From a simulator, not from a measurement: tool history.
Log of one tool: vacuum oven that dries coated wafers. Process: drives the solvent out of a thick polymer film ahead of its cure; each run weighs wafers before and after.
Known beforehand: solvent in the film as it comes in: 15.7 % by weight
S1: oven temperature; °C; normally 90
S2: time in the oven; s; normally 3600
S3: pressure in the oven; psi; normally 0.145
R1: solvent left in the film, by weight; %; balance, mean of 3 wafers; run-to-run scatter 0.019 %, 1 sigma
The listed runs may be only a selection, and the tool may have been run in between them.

run,hour,S1,S2,S3,R1
1,0.0,90,3600,0.145,2.59
2,49.1,90,6000,0.145,1.39
3,100.4,90,3600,0.145,2.55
4,132.5,90,5220,0.145,1.66
# hour 157.3: oven's thermocouples calibrated
5,193.7,90,5220,0.145,1.89
6,229.5,90,5220,0.145,1.95
7,270.2,90,5220,0.145,1.92
8,305.5,90,5220,0.145,1.90
9,342.7,77,5220,0.145,5.14
10,392.1,77,5220,0.307,6.68
11,457.7,90,3600,0.099,2.65
12,524.3,90,3600,0.099,2.65
13,584.0,90,3600,0.099,2.65
14,620.6,90,3600,0.099,2.61
15,680.6,90,3600,0.099,2.66
16,726.5,90,3600,0.099,2.64
17,755.6,90,4920,0.145,2.09
18,821.4,85,2820,0.371,6.71
19,878.9,91,2820,0.371,4.87
20,947.8,95,2760,0.554,4.85
21,987.6,95,2760,0.554,4.87
22,1037.6,84,5820,0.144,2.88
23,1091.0,84,5820,0.144,2.89
24,1151.6,84,5820,0.144,2.91
25,1209.1,78,4980,0.145,5.10
# hour 1222.8: vacuum gauge cleaned of residue and calibrated
26,1276.0,78,4980,0.145,4.68
27,1341.9,78,4980,0.145,4.65
28,1390.7,81,2040,0.345,8.68
29,1439.3,90,3600,0.248,3.35
30,1500.1,90,5460,0.145,1.67
31,1560.4,90,3600,0.083,2.27
32,1619.4,90,3360,0.274,3.67
33,1675.8,80,2220,0.229,7.92
# hour 1681.8: oven's thermocouples calibrated
34,1735.8,94,3600,0.238,2.65

A few steps of R1 between consecutive runs. Split each: what settings, incoming material and random variation would produce without the hidden state, and what is left over for the hidden state, along with gauge scatter present in only one of the two compared results (measured, and without hidden state):
The hidden state here: true wafer temperature over the reading, C; true pressure over the reading, kPa; drift of the gauge itself on solvent_pct, %.
Run 4 -> 5: oven's thermocouples calibrated. R1 +0.23 %: hidden state +0.25, all else -0.02.
Run 17 -> 18: S1 90 -> 85, S2 4920 -> 2820, S3 0.145 -> 0.371. R1 +4.62 %: hidden state -0.06, all else +4.68.
Run 25 -> 26: vacuum gauge cleaned of residue and calibrated. R1 -0.42 %: hidden state -0.42, all else +0.00.
Run 28 -> 29: S1 81 -> 90, S2 2040 -> 3600, S3 0.345 -> 0.248. R1 -5.33 %: hidden state +0.04, all else -5.37.
Run 33 -> 34: S1 80 -> 94, S2 2220 -> 3600, S3 0.229 -> 0.238, oven's thermocouples calibrated. R1 -5.27 %: hidden state +0.36, all else -5.63.

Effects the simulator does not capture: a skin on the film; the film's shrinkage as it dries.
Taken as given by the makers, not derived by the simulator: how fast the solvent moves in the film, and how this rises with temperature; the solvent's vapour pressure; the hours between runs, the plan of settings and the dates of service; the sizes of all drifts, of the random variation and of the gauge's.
